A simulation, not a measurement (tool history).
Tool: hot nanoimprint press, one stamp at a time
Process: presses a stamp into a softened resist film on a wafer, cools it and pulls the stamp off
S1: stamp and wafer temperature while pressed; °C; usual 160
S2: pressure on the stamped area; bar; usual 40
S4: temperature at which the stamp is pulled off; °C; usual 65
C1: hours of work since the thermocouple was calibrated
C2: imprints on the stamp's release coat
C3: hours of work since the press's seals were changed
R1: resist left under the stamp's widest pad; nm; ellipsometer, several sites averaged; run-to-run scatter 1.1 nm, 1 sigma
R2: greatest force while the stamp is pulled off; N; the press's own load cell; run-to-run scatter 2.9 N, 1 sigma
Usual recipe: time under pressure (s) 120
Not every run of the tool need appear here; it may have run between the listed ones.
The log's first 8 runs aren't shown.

{"run": 9, "hour": 287.2, "S1": 160, "S2": 40, "time under pressure (s)": 120, "S4": 65, "C1": 326, "C2": 501, "C3": 477, "R1": 161.5, "R2": 151}
{"hour": 307.5, "done": "stamp cleaned and given a new release coat"}
{"run": 10, "hour": 328.1, "S1": 160, "S2": 40, "time under pressure (s)": 120, "S4": 65, "C1": 353, "C2": 63, "C3": 504, "R1": 161.3, "R2": 130}
{"run": 11, "hour": 362.3, "S1": 160, "S2": 40, "time under pressure (s)": 120, "S4": 65, "C1": 379, "C2": 168, "C3": 530, "R1": 159, "R2": 143}
{"run": 12, "hour": 398.2, "S1": 160, "S2": 40, "time under pressure (s)": 120, "S4": 65, "C1": 406, "C2": 279, "C3": 558, "R1": 159.5, "R2": 146}
{"run": 13, "hour": 435.8, "S1": 160, "S2": 40, "time under pressure (s)": 120, "S4": 65, "C1": 435, "C2": 394, "C3": 586, "R1": 159.8, "R2": 148}
{"run": 14, "hour": 470.8, "S1": 160, "S2": 40, "time under pressure (s)": 179, "S4": 65, "C1": 462, "C2": 501, "C3": 613, "R1": 134.7, "R2": 153}
{"hour": 490.4, "done": "stamp cleaned and given a new release coat"}
{"run": 15, "hour": 525.6, "S1": 160, "S2": 24.4, "time under pressure (s)": 179, "S4": 65, "C1": 499, "C2": 108, "C3": 651, "R1": 166.2, "R2": 142}
{"run": 16, "hour": 548.4, "S1": 165, "S2": 24.4, "time under pressure (s)": 179, "S4": 65, "C1": 517, "C2": 178, "C3": 668, "R1": 137.4, "R2": 138}
{"hour": 588.9, "done": "plate thermocouple calibrated"}
{"run": 17, "hour": 594.1, "S1": 160, "S2": 58.8, "time under pressure (s)": 120, "S4": 65, "C1": 4, "C2": 310, "C3": 701, "R1": 144.9, "R2": 147}
{"run": 18, "hour": 614.4, "S1": 160, "S2": 58.8, "time under pressure (s)": 120, "S4": 65, "C1": 20, "C2": 372, "C3": 716, "R1": 144.3, "R2": 146}
{"run": 19, "hour": 645.0, "S1": 160, "S2": 58.8, "time under pressure (s)": 120, "S4": 65, "C1": 43, "C2": 466, "C3": 740, "R1": 145.5, "R2": 158}
{"hour": 673.8, "done": "stamp cleaned and given a new release coat"}
{"run": 20, "hour": 696.7, "S1": 160, "S2": 43.8, "time under pressure (s)": 120, "S4": 64, "C1": 78, "C2": 70, "C3": 775, "R1": 162.6, "R2": 142}
{"run": 21, "hour": 734.2, "S1": 160, "S2": 25.9, "time under pressure (s)": 120, "S4": 65, "C1": 107, "C2": 185, "C3": 803, "R1": 201.5, "R2": 149}
{"run": 22, "hour": 781.2, "S1": 160, "S2": 25.9, "time under pressure (s)": 120, "S4": 65, "C1": 143, "C2": 330, "C3": 839, "R1": 200.8, "R2": 147}
{"run": 23, "hour": 811.7, "S1": 160, "S2": 26.5, "time under pressure (s)": 78, "S4": 50, "C1": 166, "C2": 423, "C3": 863, "R1": 223.3, "R2": 176}
{"run": 24, "hour": 843.8, "S1": 160, "S2": 26.5, "time under pressure (s)": 78, "S4": 50, "C1": 191, "C2": 522, "C3": 887, "R1": 224.7, "R2": 178}
{"hour": 856.3, "done": "stamp cleaned and given a new release coat"}
{"run": 25, "hour": 878.9, "S1": 162, "S2": 40, "time under pressure (s)": 120, "S4": 51, "C1": 213, "C2": 69, "C3": 910, "R1": 151.9, "R2": 159}
{"hour": 915.0, "done": "press's hydraulic seals changed and the load cell set to zero"}
{"run": 26, "hour": 918.4, "S1": 162, "S2": 40, "time under pressure (s)": 120, "S4": 51, "C1": 237, "C2": 166, "C3": 3, "R1": 150.7, "R2": 170}
{"run": 27, "hour": 946.1, "S1": 160, "S2": 40, "time under pressure (s)": 191, "S4": 73, "C1": 258, "C2": 251, "C3": 24, "R1": 134.2, "R2": 128}
{"run": 28, "hour": 982.7, "S1": 160, "S2": 40, "time under pressure (s)": 191, "S4": 73, "C1": 286, "C2": 363, "C3": 52, "R1": 136.1, "R2": 134}
{"run": 29, "hour": 1012.0, "S1": 160, "S2": 40, "time under pressure (s)": 191, "S4": 62, "C1": 309, "C2": 453, "C3": 74, "R1": 132.7, "R2": 159}
{"hour": 1045.6, "done": "stamp cleaned and given a new release coat"}
{"run": 30, "hour": 1057.4, "S1": 163, "S2": 49.1, "time under pressure (s)": 67, "S4": 68, "C1": 339, "C2": 36, "C3": 104, "R1": 160.7, "R2": 127}

Branching from run 30: 4 alternative next runs. What would each branch give?
{"run": "A", "hour": 1079.7, "S1": 157, "S2": 58, "time under pressure (s)": 71, "S4": 65, "C1": 356, "C2": 105, "C3": 122, "R1": "?", "R2": "?"}
{"run": "B", "hour": 1079.7, "S1": 163, "S2": 61, "time under pressure (s)": 67, "S4": 68, "C1": 356, "C2": 105, "C3": 122, "R1": "?", "R2": "?"}
{"run": "C", "hour": 1079.7, "S1": 149, "S2": 26.9, "time under pressure (s)": 138, "S4": 65, "C1": 356, "C2": 105, "C3": 122, "R1": "?", "R2": "?"}
{"run": "D", "hour": 1079.7, "S1": 163, "S2": 49.1, "time under pressure (s)": 67, "S4": 54, "C1": 356, "C2": 105, "C3": 122, "R1": "?", "R2": "?"}

run=A R1=183.7 R2=139
run=B R1=145.4 R2=132
run=C R1=258.5 R2=140
run=D R1=159.5 R2=156
Without the tool's hidden state the same runs would have given:
run=A R1=196.2 R2=138
run=B R1=155.5 R2=131
run=C R1=271 R2=140
run=D R1=170.3 R2=155
